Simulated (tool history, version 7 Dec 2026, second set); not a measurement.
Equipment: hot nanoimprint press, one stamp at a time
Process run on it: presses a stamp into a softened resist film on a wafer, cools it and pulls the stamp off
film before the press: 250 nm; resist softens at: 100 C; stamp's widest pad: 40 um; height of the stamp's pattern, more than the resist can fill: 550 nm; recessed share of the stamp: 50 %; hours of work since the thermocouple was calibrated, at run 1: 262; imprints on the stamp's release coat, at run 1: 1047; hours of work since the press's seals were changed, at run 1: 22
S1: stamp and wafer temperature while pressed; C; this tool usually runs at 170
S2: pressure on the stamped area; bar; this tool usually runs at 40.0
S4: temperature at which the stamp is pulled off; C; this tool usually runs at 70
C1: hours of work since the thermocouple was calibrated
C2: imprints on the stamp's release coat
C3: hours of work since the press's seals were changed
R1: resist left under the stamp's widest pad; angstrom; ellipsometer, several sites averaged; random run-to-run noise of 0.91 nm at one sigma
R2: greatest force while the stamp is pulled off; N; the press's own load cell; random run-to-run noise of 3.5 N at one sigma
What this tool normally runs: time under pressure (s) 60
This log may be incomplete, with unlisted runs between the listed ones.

run 1 hour=0.0 | S1=170 S2=40.0 time_under_pressure_(s)=60 S4=70 | C1=262 C2=1047 C3=22 | R1=1227 R2=192
run 2 hour=5.9 | S1=182 S2=40.0 time_under_pressure_(s)=60 S4=70 | C1=266 C2=1075 C3=26 | R1=673 R2=195
run 3 hour=11.1 | S1=182 S2=40.0 time_under_pressure_(s)=60 S4=70 | C1=270 C2=1098 C3=29 | R1=663 R2=203
run 4 hour=21.1 | S1=182 S2=40.0 time_under_pressure_(s)=60 S4=70 | C1=277 C2=1145 C3=36 | R1=661 R2=203
run 5 hour=29.1 | S1=182 S2=40.0 time_under_pressure_(s)=60 S4=70 | C1=283 C2=1182 C3=42 | R1=663 R2=204
run 6 hour=38.6 | S1=182 S2=40.0 time_under_pressure_(s)=60 S4=57 | C1=289 C2=1226 C3=49 | R1=675 R2=240
run 7 hour=44.7 | S1=170 S2=40.0 time_under_pressure_(s)=60 S4=72 | C1=294 C2=1255 C3=53 | R1=1203 R2=203
run 8 hour=52.0 | S1=170 S2=40.0 time_under_pressure_(s)=60 S4=72 | C1=299 C2=1289 C3=58 | R1=1225 R2=210
run 9 hour=62.3 | S1=170 S2=40.0 time_under_pressure_(s)=60 S4=72 | C1=306 C2=1337 C3=65 | R1=1221 R2=197
run 10 hour=70.4 | S1=170 S2=40.0 time_under_pressure_(s)=60 S4=72 | C1=312 C2=1374 C3=71 | R1=1214 R2=203
run 11 hour=80.0 | S1=170 S2=26.8 time_under_pressure_(s)=60 S4=70 | C1=318 C2=1419 C3=78 | R1=1431 R2=211
run 12 hour=88.2 | S1=170 S2=40.0 time_under_pressure_(s)=60 S4=70 | C1=324 C2=1457 C3=84 | R1=1222 R2=214
run 13 hour=94.8 | S1=170 S2=40.0 time_under_pressure_(s)=60 S4=70 | C1=329 C2=1488 C3=88 | R1=1209 R2=210
run 14 hour=104.5 | S1=170 S2=40.0 time_under_pressure_(s)=60 S4=70 | C1=336 C2=1533 C3=95 | R1=1209 R2=219
run 15 hour=112.6 | S1=170 S2=40.0 time_under_pressure_(s)=60 S4=70 | C1=341 C2=1571 C3=101 | R1=1197 R2=221
run 16 hour=119.9 | S1=175 S2=26.9 time_under_pressure_(s)=60 S4=70 | C1=347 C2=1605 C3=106 | R1=1131 R2=221
run 17 hour=128.0 | S1=175 S2=26.9 time_under_pressure_(s)=60 S4=70 | C1=352 C2=1642 C3=112 | R1=1125 R2=213
run 18 hour=137.8 | S1=175 S2=26.9 time_under_pressure_(s)=60 S4=70 | C1=359 C2=1688 C3=119 | R1=1120 R2=221
run 19 hour=145.7 | S1=176 S2=40.0 time_under_pressure_(s)=60 S4=70 | C1=365 C2=1724 C3=124 | R1=880 R2=220
-- hour=157.4 stamp cleaned and given a new release coat
run 20 hour=159.6 | S1=171 S2=34.6 time_under_pressure_(s)=60 S4=70 | C1=370 C2=10 C3=130 | R1=1240 R2=166
-- hour=163.4 plate thermocouple calibrated
run 21 hour=172.1 | S1=175 S2=24.5 time_under_pressure_(s)=64 S4=75 | C1=6 C2=54 C3=136 | R1=1110 R2=156
run 22 hour=178.8 | S1=175 S2=26.1 time_under_pressure_(s)=64 S4=75 | C1=11 C2=85 C3=141 | R1=1071 R2=159
run 23 hour=187.1 | S1=163 S2=41.5 time_under_pressure_(s)=41 S4=70 | C1=17 C2=124 C3=147 | R1=1791 R2=172
run 24 hour=193.4 | S1=163 S2=35.7 time_under_pressure_(s)=41 S4=70 | C1=21 C2=153 C3=152 | R1=1840 R2=179
run 25 hour=204.1 | S1=177 S2=36.2 time_under_pressure_(s)=58 S4=70 | C1=29 C2=203 C3=159 | R1=878 R2=171
run 26 hour=210.1 | S1=177 S2=36.2 time_under_pressure_(s)=58 S4=70 | C1=33 C2=231 C3=163 | R1=883 R2=175
run 27 hour=216.9 | S1=170 S2=36.3 time_under_pressure_(s)=102 S4=70 | C1=38 C2=262 C3=168 | R1=990 R2=170
run 28 hour=224.0 | S1=170 S2=52.6 time_under_pressure_(s)=102 S4=70 | C1=43 C2=295 C3=173 | R1=841 R2=176
-- hour=228.5 plate thermocouple calibrated, once more
run 29 hour=233.6 | S1=170 S2=52.6 time_under_pressure_(s)=81 S4=71 | C1=4 C2=326 C3=178 | R1=1004 R2=174

Results for each run, recomputed without the tool's hidden state and with each run's random variation untouched:
Unlogged tool condition in this case: true temperature over the reading, C; pressure that arrives at the usual setting, %; grip of the stamp's worn release coat, % over a new coat's; drift of the gauge itself on residual_nm, %; drift of the gauge itself on pull_off_n, %.
run=1 R1=1262 R2=163
run=2 R1=692 R2=165
run=3 R1=683 R2=171
run=4 R1=682 R2=170
run=5 R1=684 R2=170
run=6 R1=697 R2=198
run=7 R1=1243 R2=167
run=8 R1=1267 R2=172
run=9 R1=1263 R2=160
run=10 R1=1258 R2=164
run=11 R1=1478 R2=170
run=12 R1=1268 R2=171
run=13 R1=1254 R2=167
run=14 R1=1256 R2=173
run=15 R1=1245 R2=174
run=16 R1=1175 R2=174
run=17 R1=1170 R2=166
run=18 R1=1167 R2=171
run=19 R1=919 R2=170
run=20 R1=1293 R2=167
run=21 R1=1181 R2=157
run=22 R1=1141 R2=159
run=23 R1=1875 R2=171
run=24 R1=1920 R2=177
run=25 R1=940 R2=168
run=26 R1=946 R2=171
run=27 R1=1067 R2=165
run=28 R1=909 R2=170
run=29 R1=993 R2=164
